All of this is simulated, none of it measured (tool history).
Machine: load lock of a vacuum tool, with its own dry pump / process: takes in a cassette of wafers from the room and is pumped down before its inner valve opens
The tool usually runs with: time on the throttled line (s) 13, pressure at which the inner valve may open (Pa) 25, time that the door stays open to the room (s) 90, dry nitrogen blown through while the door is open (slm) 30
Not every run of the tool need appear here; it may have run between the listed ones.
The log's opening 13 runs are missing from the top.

run,day,time on the throttled line (s),pressure at which the inner valve may open (Pa),time that the door stays open to the room (s),dry nitrogen blown through while the door is open (slm),hours that the pump has run since its overhaul,times that the door has closed on its seal,"incoming humidity of the room's air, %",time from the closed door until the inner valve may open (s),rise of the pressure with all valves shut (Pa/min)
14,211.6,13,25,90,10,7325,19647,46.2,23.4,0.112
15,223.112,13,25,90,8,7601,20208,42.8,23,0.108
16,242.929,13,25,90,8,8077,21174,45.1,23.3,0.115
17,253.054,15,25,90,30,8319,21667,41.8,25,0.064
18,267.138,13,25,90,30,8658,22353,48.2,24,0.073
19,285.621,13,25,90,30,9101,23254,47.1,23.2,0.071
# day 289.442: door's seal changed, seat wiped
20,297.742,13,25,38,30,9391,404,45.4,23.2,0.043
21,307.929,13,25,38,30,9635,900,44.7,23.6,0.04
22,318.358,13,25,38,30,9885,1409,46.8,23.6,0.044
23,329.446,13,25,38,30,10151,1949,43.3,23,0.04
24,349.162,13,23,90,30,10625,2909,43.6,23.6,0.065
25,359.683,17,41,173,18,10877,3422,45,26.1,0.127
26,378.742,7,40,173,18,11335,4351,46.4,18.1,0.132
27,393.904,7,25,90,30,11698,5089,45.6,18.6,0.067
28,413.896,7,25,90,11,12178,6063,48.2,19.1,0.114
29,430.046,22,18,58,24,12566,6850,45.3,30.9,0.057
30,453.246,22,18,58,24,13123,7981,49.9,31.4,0.067
31,471.104,7,25,46,30,13551,8851,45,19.1,0.051
32,484.7,13,25,90,27,13878,9513,42.9,23.8,0.063
33,501.104,15,37,73,41,14271,10312,46.2,24.1,0.059

The next listed run, before its measurement:
34,511.371,15,25,132,30,14518,10813,45,?,?

Run 34 produced time from the closed door until the inner valve may open (s) 24.9, rise of the pressure with all valves shut (Pa/min) 0.08.
Were there no unlogged condition in the tool, this run, its random variation unchanged, would have produced time from the closed door until the inner valve may open (s) 24.9, rise of the pressure with all valves shut (Pa/min) 0.08.
